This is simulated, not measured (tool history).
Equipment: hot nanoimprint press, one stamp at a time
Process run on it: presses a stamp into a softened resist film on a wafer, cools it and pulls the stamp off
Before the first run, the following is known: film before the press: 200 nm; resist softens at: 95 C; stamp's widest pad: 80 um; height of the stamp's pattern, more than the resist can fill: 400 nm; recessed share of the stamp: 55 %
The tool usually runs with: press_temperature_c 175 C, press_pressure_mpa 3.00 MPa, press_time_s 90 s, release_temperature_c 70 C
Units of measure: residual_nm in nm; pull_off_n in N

run	hour	press_temperature_c	press_pressure_mpa	press_time_s	release_temperature_c	residual_nm	pull_off_n
1	0.0	175	3.00	90	70	84.2	163
2	34.7	175	3.00	90	70	83.5	160
# hour 73.8: plate thermocouple calibrated
3	74.3	164	3.00	90	70	127.1	170
4	102.8	164	3.00	90	70	128.6	159
# hour 116.6: stamp cleaned and given a new release coat
5	149.3	164	3.00	90	70	127.8	159
# hour 183.6: press's hydraulic seals changed and the load cell set to zero
6	192.4	164	3.00	90	70	128.5	167
7	210.1	170	3.00	90	70	101.5	159
8	247.1	170	3.00	90	70	100.0	163
9	282.0	170	3.00	90	70	101.6	164
10	306.6	170	3.00	90	70	102.2	162
11	338.8	163	3.00	90	70	132.0	166
12	361.9	163	3.00	106	70	127.4	164
13	399.6	163	3.00	106	70	126.8	166
14	431.9	163	3.00	106	70	126.0	163
15	455.4	175	2.35	90	70	95.0	166
16	474.6	165	3.00	138	70	107.8	162
17	492.1	181	2.74	48	60	88.4	197

Estimate the outcome of run 18 from the log above:
18	525.0	175	3.00	63	57	?	?

{"run 18": {"residual_nm": 94.6, "pull_off_n": 210}}
With no hidden state in the tool, this same run would have given residual_nm 94.5 nm, pull_off_n 208 N.

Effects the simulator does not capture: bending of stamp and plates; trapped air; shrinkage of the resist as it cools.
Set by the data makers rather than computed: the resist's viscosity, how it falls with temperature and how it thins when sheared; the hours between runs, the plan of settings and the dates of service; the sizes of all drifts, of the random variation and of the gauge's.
